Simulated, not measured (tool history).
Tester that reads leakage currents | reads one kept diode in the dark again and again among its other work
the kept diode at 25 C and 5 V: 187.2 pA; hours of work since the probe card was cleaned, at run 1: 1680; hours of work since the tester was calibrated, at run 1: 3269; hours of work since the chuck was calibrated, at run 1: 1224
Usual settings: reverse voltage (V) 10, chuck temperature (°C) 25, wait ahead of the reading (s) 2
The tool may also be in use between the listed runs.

run,hour,reverse voltage (V),chuck temperature (°C),wait ahead of the reading (s),hours of work since the probe card was cleaned,hours of work since the tester was calibrated,hours of work since the chuck was calibrated,current that the tester gives (pA)
1,0,10,25,2,1680,3269,1224,279.16
2,126.3,10,25,2,1771,3360,1315,278.24
3,296.8,10,25,9.38,1894,3483,1438,277.85
4,448.4,10,25,9.38,2003,3592,1548,276.61
# hour 472.7: probe card cleaned and baked
# hour 509.3: chuck's temperature calibrated
5,584.5,10,25,0.31,79,3687,54,257.79
6,809.8,10,25,0.31,242,3850,217,258.63
7,1013.7,10,55,2,389,3997,364,2195.14
8,1239.7,10,55,2,552,4160,527,2177.02
9,1339.1,10,55,2,624,4231,599,2170.49
10,1436,10,55,2,693,4301,669,2163.35
# hour 1535.4: chuck's temperature calibrated, once more
11,1535.4,10,25,1.79,764,4372,0,290.37
12,1770.6,10,31,2,933,4541,170,454.91
# hour 1797.8: tester calibrated
13,1879.4,10,25,1.27,1010,59,247,281.87
14,2017.5,10,25,1.27,1110,159,346,283.32
15,2236.3,10,25,1.27,1268,316,504,283.01
16,2370.1,10,25,1.27,1364,413,601,282.48
17,2483.2,10,25,1.42,1446,494,682,282.36
18,2668.2,10,25,1.42,1579,628,816,283.05
19,2788.4,10,25,1.42,1666,715,902,281.95
20,2889.3,14.6,21,5.18,1739,787,975,262.51
21,3060.8,6.4,21,1.57,1863,911,1099,161.12
22,3257.7,6.4,21,1.57,2005,1053,1241,161.41
# hour 3273.5: probe card cleaned and baked
23,3424.9,6.4,21,1.57,109,1172,1359,146.98
24,3553.6,5.2,25,2,202,1265,1452,179.66
# hour 3754.1: chuck's temperature calibrated
25,3766.7,5.2,25,3.87,354,1417,9,194.83
26,3965.7,5.2,25,3.87,498,1560,153,194.65
27,4183.8,5.2,25,3.87,655,1718,310,194.26
28,4327.3,10,23,2,759,1821,414,241
29,4542.6,10,23,2,914,1977,569,241.37
30,4746.3,10,23,2,1061,2123,716,242
31,4966.1,1.9,43,0.79,1220,2282,874,416.81
32,5191.2,6.1,25,1.74,1382,2444,1037,211.37
33,5409.6,6.1,25,1.74,1540,2602,1194,211.55
34,5615,1.1,55,2,1688,2750,1342,681.36
35,5718.8,9.8,37,3.15,1763,2825,1417,667.66

5 ways to go on from here, each from the tool as it stands after run 35. What would each give?
A,5819.4,10,25,0.52,1835,2898,1490,?
B,5819.4,5.5,22,1.58,1835,2898,1490,?
C,5819.4,4.9,24,2.11,1835,2898,1490,?
D,5819.4,10,23,3,1835,2898,1490,?
E,5819.4,11.7,25,1,1835,2898,1490,?

run,current that the tester gives (pA)
A,284.28
B,158.12
C,171.92
D,242.24
E,310.25
Without the tool's hidden state the same runs would have given:
run,current that the tester gives (pA)
A,279.68
B,156.06
C,171.84
D,235.6
E,303.66

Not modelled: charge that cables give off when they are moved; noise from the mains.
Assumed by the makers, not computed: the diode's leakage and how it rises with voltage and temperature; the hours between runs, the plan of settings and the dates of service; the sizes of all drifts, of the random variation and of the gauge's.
